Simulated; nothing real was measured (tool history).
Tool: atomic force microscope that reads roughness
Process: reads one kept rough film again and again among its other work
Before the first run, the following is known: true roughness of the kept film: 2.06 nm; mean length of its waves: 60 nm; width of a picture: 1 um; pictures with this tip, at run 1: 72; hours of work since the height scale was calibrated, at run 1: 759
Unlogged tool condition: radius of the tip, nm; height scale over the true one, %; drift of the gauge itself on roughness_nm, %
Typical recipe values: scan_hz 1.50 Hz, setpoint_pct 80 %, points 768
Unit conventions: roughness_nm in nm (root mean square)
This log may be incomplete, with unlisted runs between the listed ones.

run,hour,scan_hz,setpoint_pct,points,pictures with this tip,hours of work since the height scale was calibrated,roughness_nm
1,0.0,1.50,80,768,72,759,1.862
2,25.9,1.50,80,768,90,770,1.861
3,66.1,1.50,80,768,117,787,1.829
4,94.7,1.50,80,768,137,800,1.819
5,137.8,1.50,80,768,166,818,1.811
6,174.6,1.50,80,768,192,834,1.811
7,196.1,1.50,80,768,206,844,1.810
8,229.7,1.50,80,706,229,858,1.801
9,265.1,1.50,80,706,254,874,1.795
10,310.1,1.50,80,706,285,893,1.778
# hour 337.6: new tip fitted
11,348.2,1.50,80,768,7,910,1.889
12,381.4,1.50,80,768,30,924,1.875
13,408.2,1.50,80,768,49,936,1.853
14,454.3,1.50,80,768,80,956,1.863
15,487.5,1.50,80,768,103,970,1.825
16,513.8,1.50,80,768,121,982,1.838
17,543.5,1.50,80,768,141,995,1.838
18,581.9,1.50,80,768,168,1012,1.834
19,602.6,1.50,80,768,182,1021,1.800
20,644.2,0.70,76,1004,211,1039,1.883
21,663.0,1.50,80,626,223,1047,1.813
22,696.6,1.50,65,768,246,1061,1.847
23,719.0,1.38,83,445,262,1071,1.777
24,743.7,2.73,59,445,279,1082,1.838
25,770.5,1.02,68,445,297,1094,1.854

What will run 26 give?
# hour 778.3: new tip fitted
26,797.8,1.50,80,906,14,1105,?

{"run 26": {"roughness_nm": 1.88}}
Without the tool's hidden state the same run would have given roughness_nm 1.872 nm (root mean square).
